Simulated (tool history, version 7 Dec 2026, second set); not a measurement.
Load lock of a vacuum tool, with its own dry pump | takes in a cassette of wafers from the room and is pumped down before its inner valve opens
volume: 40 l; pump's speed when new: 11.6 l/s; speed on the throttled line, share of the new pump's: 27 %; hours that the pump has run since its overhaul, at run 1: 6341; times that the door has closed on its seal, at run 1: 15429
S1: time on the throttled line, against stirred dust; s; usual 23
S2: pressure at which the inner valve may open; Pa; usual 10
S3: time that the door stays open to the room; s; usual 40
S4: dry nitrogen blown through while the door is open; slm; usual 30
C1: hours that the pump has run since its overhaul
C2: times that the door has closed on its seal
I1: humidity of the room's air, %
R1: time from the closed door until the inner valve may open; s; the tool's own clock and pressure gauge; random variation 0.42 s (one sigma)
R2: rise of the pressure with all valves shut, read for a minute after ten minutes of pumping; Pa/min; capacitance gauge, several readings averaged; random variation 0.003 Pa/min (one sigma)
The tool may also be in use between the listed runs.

{"run": 1, "hour": 0.0, "S1": 23, "S2": 10, "S3": 40, "S4": 30, "C1": 6341, "C2": 15429, "I1": 45.1, "R1": 50.0, "R2": 0.049}
{"run": 2, "hour": 304.4, "S1": 28, "S2": 10, "S3": 40, "S4": 30, "C1": 6646, "C2": 16867, "I1": 46.6, "R1": 55.0, "R2": 0.047}
{"run": 3, "hour": 634.5, "S1": 28, "S2": 10, "S3": 40, "S4": 30, "C1": 6976, "C2": 18428, "I1": 43.5, "R1": 54.3, "R2": 0.049}
{"run": 4, "hour": 966.4, "S1": 23, "S2": 10, "S3": 40, "S4": 30, "C1": 7308, "C2": 19996, "I1": 47.1, "R1": 51.5, "R2": 0.056}
{"run": 5, "hour": 1195.4, "S1": 23, "S2": 10, "S3": 40, "S4": 30, "C1": 7537, "C2": 21079, "I1": 48.3, "R1": 51.2, "R2": 0.05}
{"run": 6, "hour": 1622.9, "S1": 23, "S2": 10, "S3": 40, "S4": 6, "C1": 7964, "C2": 23099, "I1": 41.3, "R1": 52.0, "R2": 0.07}
{"run": 7, "hour": 1848.4, "S1": 23, "S2": 10, "S3": 40, "S4": 6, "C1": 8190, "C2": 24165, "I1": 45.9, "R1": 52.2, "R2": 0.082}
{"run": 8, "hour": 2286.1, "S1": 23, "S2": 10, "S3": 40, "S4": 6, "C1": 8627, "C2": 26234, "I1": 42.1, "R1": 52.1, "R2": 0.079}
{"run": 9, "hour": 2698.1, "S1": 23, "S2": 10, "S3": 40, "S4": 6, "C1": 9039, "C2": 28181, "I1": 44.5, "R1": 51.7, "R2": 0.084}
{"run": 10, "hour": 3102.8, "S1": 43, "S2": 10, "S3": 40, "S4": 30, "C1": 9444, "C2": 30094, "I1": 46.9, "R1": 66.6, "R2": 0.07}
{"run": 11, "hour": 3356.1, "S1": 23, "S2": 10, "S3": 40, "S4": 30, "C1": 9697, "C2": 31292, "I1": 42.7, "R1": 51.9, "R2": 0.076}
{"run": 12, "hour": 3595.8, "S1": 23, "S2": 10, "S3": 40, "S4": 30, "C1": 9937, "C2": 32425, "I1": 47.9, "R1": 52.1, "R2": 0.082}
{"run": 13, "hour": 3991.1, "S1": 23, "S2": 10, "S3": 40, "S4": 30, "C1": 10332, "C2": 34293, "I1": 45.3, "R1": 52.7, "R2": 0.079}
{"run": 14, "hour": 4250.4, "S1": 23, "S2": 10, "S3": 40, "S4": 30, "C1": 10592, "C2": 35518, "I1": 41.6, "R1": 52.1, "R2": 0.082}
{"run": 15, "hour": 4605.6, "S1": 23, "S2": 7, "S3": 40, "S4": 30, "C1": 10947, "C2": 37197, "I1": 41.9, "R1": 54.5, "R2": 0.081}
{"run": 16, "hour": 4948.7, "S1": 23, "S2": 7, "S3": 40, "S4": 30, "C1": 11290, "C2": 38819, "I1": 43.7, "R1": 55.0, "R2": 0.081}
{"run": 17, "hour": 5170.6, "S1": 20, "S2": 10, "S3": 40, "S4": 30, "C1": 11512, "C2": 39867, "I1": 46.5, "R1": 51.1, "R2": 0.091}
{"run": 18, "hour": 5549.3, "S1": 23, "S2": 10, "S3": 40, "S4": 7, "C1": 11891, "C2": 41658, "I1": 45.8, "R1": 53.5, "R2": 0.118}
{"run": 19, "hour": 5854.2, "S1": 37, "S2": 10, "S3": 127, "S4": 7, "C1": 12196, "C2": 43099, "I1": 45.9, "R1": 63.4, "R2": 0.146}
{"run": 20, "hour": 6102.6, "S1": 14, "S2": 13, "S3": 35, "S4": 25, "C1": 12444, "C2": 44273, "I1": 44.5, "R1": 45.4, "R2": 0.107}
{"run": 21, "hour": 6361.5, "S1": 17, "S2": 19, "S3": 167, "S4": 39, "C1": 12703, "C2": 45497, "I1": 44.5, "R1": 46.7, "R2": 0.121}

Run 22 comes next. What will it give?
{"run": 22, "hour": 6687.1, "S1": 31, "S2": 10, "S3": 40, "S4": 14, "C1": 13028, "C2": 47035, "I1": 48.2, "R1": "?", "R2": "?"}

Run 22 gave R1 59.0 s, R2 0.130 Pa/min.
Without the tool's hidden state the same run would have given R1 54.7 s, R2 0.047 Pa/min.
